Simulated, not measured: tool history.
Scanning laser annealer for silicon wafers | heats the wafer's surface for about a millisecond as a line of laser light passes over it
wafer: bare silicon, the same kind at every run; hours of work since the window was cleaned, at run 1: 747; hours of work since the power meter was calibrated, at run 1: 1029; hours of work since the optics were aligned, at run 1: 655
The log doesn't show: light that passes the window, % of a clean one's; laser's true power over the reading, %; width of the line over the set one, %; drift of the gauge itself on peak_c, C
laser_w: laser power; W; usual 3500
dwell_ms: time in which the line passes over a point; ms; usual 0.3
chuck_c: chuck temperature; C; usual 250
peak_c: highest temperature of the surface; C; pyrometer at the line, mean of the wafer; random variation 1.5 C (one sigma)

| run | hour | laser_w | dwell_ms | chuck_c | hours of work since the window was cleaned | hours of work since the power meter was calibrated | hours of work since the optics were aligned | peak_c |
|---|---|---|---|---|---|---|---|---|
| 1 | 0 | 3500 | 0.3 | 250 | 747 | 1029 | 655 | 944 |
| 2 | 64.3 | 3500 | 0.3 | 250 | 780 | 1062 | 688 | 941 |
| 3 | 111.8 | 3500 | 0.3 | 264 | 805 | 1087 | 713 | 955 |
| 4 | 146.8 | 3500 | 0.3 | 264 | 823 | 1105 | 731 | 956 |
| 5 | 194.6 | 3500 | 0.3 | 264 | 847 | 1129 | 756 | 953 |
|  | 252.5 | window over the wafer cleaned |
| 6 | 264.5 | 3500 | 0.3 | 250 | 6 | 1164 | 791 | 959 |
| 7 | 308 | 3500 | 0.3 | 257 | 29 | 1187 | 813 | 964 |
| 8 | 368.4 | 3500 | 0.3 | 257 | 60 | 1218 | 844 | 963 |
| 9 | 414.1 | 3500 | 0.3 | 244 | 83 | 1241 | 868 | 949 |
| 10 | 484.7 | 3500 | 0.3 | 250 | 120 | 1278 | 904 | 957 |
| 11 | 521.3 | 3500 | 0.3 | 250 | 139 | 1297 | 923 | 954 |
| 12 | 556.3 | 3500 | 0.3 | 250 | 157 | 1315 | 941 | 954 |
| 13 | 617.7 | 3004 | 0.3 | 250 | 188 | 1346 | 973 | 840 |
| 14 | 688.4 | 3004 | 0.3 | 250 | 225 | 1383 | 1009 | 839 |
| 15 | 741.6 | 3150 | 0.34 | 239 | 252 | 1410 | 1037 | 900 |
| 16 | 785.7 | 3246 | 0.321 | 280 | 275 | 1433 | 1059 | 946 |

The next listed run, before its measurement:
| 17 | 819 | 3500 | 0.272 | 250 | 292 | 1450 | 1077 | ? |

peak_c: 915 C
Without the tool's hidden state the same run would have given peak_c 927 C.
